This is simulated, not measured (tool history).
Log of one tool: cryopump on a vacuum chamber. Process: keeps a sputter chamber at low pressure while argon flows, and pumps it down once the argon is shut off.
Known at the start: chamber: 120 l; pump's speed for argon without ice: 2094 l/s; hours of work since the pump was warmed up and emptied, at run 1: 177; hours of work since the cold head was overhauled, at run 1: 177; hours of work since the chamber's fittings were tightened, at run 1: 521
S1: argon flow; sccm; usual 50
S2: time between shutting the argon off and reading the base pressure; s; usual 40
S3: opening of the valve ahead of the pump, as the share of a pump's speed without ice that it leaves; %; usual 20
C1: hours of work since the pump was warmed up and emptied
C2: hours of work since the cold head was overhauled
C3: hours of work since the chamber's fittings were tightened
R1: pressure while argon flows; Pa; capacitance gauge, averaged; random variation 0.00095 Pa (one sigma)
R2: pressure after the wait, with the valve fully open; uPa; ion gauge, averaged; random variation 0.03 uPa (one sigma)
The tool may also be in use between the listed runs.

run	hour	S1	S2	S3	C1	C2	C3	R1	R2
1	0	50	40	20	177	177	521	0.206	2.33
2	57.2	50	40	20	200	200	544	0.2057	2.35
3	90.6	35	40	20	214	214	557	0.1441	2.42
4	141.2	35	41	20	234	234	578	0.1433	2.45
5	165.3	50	40	20	244	244	588	0.2051	2.46
6	211.5	50	40	20	263	263	606	0.2056	2.5
7	247.7	50	40	29	277	277	621	0.1426	2.47
8	279.8	50	139	20	290	290	634	0.2066	1.52
9	321.9	50	60	31	307	307	651	0.1337	2.13
10	372.7	50	60	31	328	328	671	0.1347	2.13
11	404.8	34	60	48	341	341	684	0.0611	2.2
12	448.7	55	60	27	359	359	702	0.1696	2.15
13	498	55	60	27	378	378	722	0.1698	2.21
14	534.9	55	60	27	393	393	737	0.1703	2.27
15	561.9	29	28	19	404	404	748	0.1261	3.31

Some steps in R1 between neighbouring runs. How much of each would the tool show without its hidden state too (settings, what came in, random variation), and how much is left for the hidden state, with any gauge scatter that isn't in both results?
The hidden state here: pump's speed, % of a pump's without ice; cold plate's temperature, K; leak into the chamber, uPa l/s; drift of the gauge itself on working_pa, %; drift of the gauge itself on base_upa, %.
Run 11 -> 12: S1 34 -> 55, S3 48 -> 27. R1 +0.1085 Pa: hidden state +0.0024, all else +0.1061.
Run 14 -> 15: S1 55 -> 29, S2 60 -> 28, S3 27 -> 19. R1 -0.0442 Pa: hidden state -0.0028, all else -0.0414.

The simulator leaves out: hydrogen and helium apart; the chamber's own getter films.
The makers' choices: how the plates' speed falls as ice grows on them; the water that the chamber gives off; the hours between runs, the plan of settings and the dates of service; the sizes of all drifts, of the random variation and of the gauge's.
